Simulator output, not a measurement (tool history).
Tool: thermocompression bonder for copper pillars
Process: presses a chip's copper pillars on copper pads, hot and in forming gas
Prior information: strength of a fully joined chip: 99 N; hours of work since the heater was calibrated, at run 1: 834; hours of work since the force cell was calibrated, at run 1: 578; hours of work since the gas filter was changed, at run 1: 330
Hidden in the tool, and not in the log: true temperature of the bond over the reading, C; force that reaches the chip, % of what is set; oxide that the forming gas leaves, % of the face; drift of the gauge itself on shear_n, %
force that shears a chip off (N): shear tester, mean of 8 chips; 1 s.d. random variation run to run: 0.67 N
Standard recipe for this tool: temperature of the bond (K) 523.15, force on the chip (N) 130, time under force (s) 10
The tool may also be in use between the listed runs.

run     day  temperature of the bond (K)  force on the chip (N)  time under force (s)  hours of work since the heater was calibrated  hours of work since the force cell was calibrated  hours of work since the gas filter was changed  force that shears a chip off (N)
  1   0.000                       523.15                    130                    10                                            834                                                578                                             330                              36.6
  2   0.800                       523.15                    130                    10                                            843                                                587                                             339                              36.2
  3   1.788                       523.15                    130                    10                                            853                                                597                                             350                              36.4
  4   3.483                       523.15                    130                    18                                            872                                                616                                             368                              44.9
      3.850  -- forming gas filter changed
  5   5.004                       526.15                    130                    10                                            888                                                632                                              13                              40.0
  6   5.975                       523.15                    148                    10                                            899                                                643                                              23                              42.2
  7   7.108                       523.15                    130                    10                                            911                                                655                                              35                              39.6
  8   8.596                       523.15                    130                    10                                            927                                                671                                              52                              38.4
  9   9.729                       523.15                    130                    10                                            939                                                684                                              64                              37.4
 10  11.171                       523.15                    130                     6                                            955                                                699                                              80                              31.1
 11  12.746                       523.15                    130                     6                                            972                                                716                                              97                              31.4
 12  14.496                       523.15                    130                     6                                            991                                                735                                             116                              31.3
 13  15.512                       523.15                     85                    10                                           1002                                                746                                             127                              26.8
 14  16.862                       523.15                     85                    10                                           1017                                                761                                             141                              26.0
 15  17.933                       523.15                     85                    10                                           1029                                                773                                             153                              26.8
 16  19.254                       523.15                    130                    10                                           1043                                                787                                             167                              37.2
 17  20.788                       523.15                    130                    10                                           1060                                                804                                             184                              37.0
 18  21.862                       523.15                    130                    10                                           1071                                                815                                             196                              37.4
 19  22.646                       523.15                    130                    21                                           1080                                                824                                             204                              49.1
 20  24.242                       523.15                    130                    21                                           1097                                                841                                             222                              48.2
 21  25.858                       494.15                    101                    19                                           1115                                                859                                             239                              24.5
 22  27.212                       505.15                    189                     8                                           1129                                                873                                             254                              35.7
 23  28.388                       543.15                    129                    22                                           1142                                                886                                             267                              60.3
 24  29.942                       499.15                    187                     9                                           1159                                                903                                             283                              33.6
 25  30.821                       541.15                    130                    22                                           1169                                                913                                             293                              59.1
 26  32.221                       519.15                    130                    25                                           1184                                                928                                             308                              46.9
     32.396  -- heater calibrated with a thermocouple chip
 27  33.796                       551.15                    120                    12                                             15                                                944                                             324                              47.5
 28  34.825                       551.15                    120                    12                                             26                                                955                                             336                              48.1
 29  35.758                       548.15                    169                    29                                             37                                                965                                             346                              73.8

Run 30 is up next; what results do you expect?
 30  36.708                       536.15                     99                     9                                             47                                                976                                             356                                 ?

force that shears a chip off (N): 30.0
With no hidden state in the tool, this same run would have given force that shears a chip off (N) 40.3.
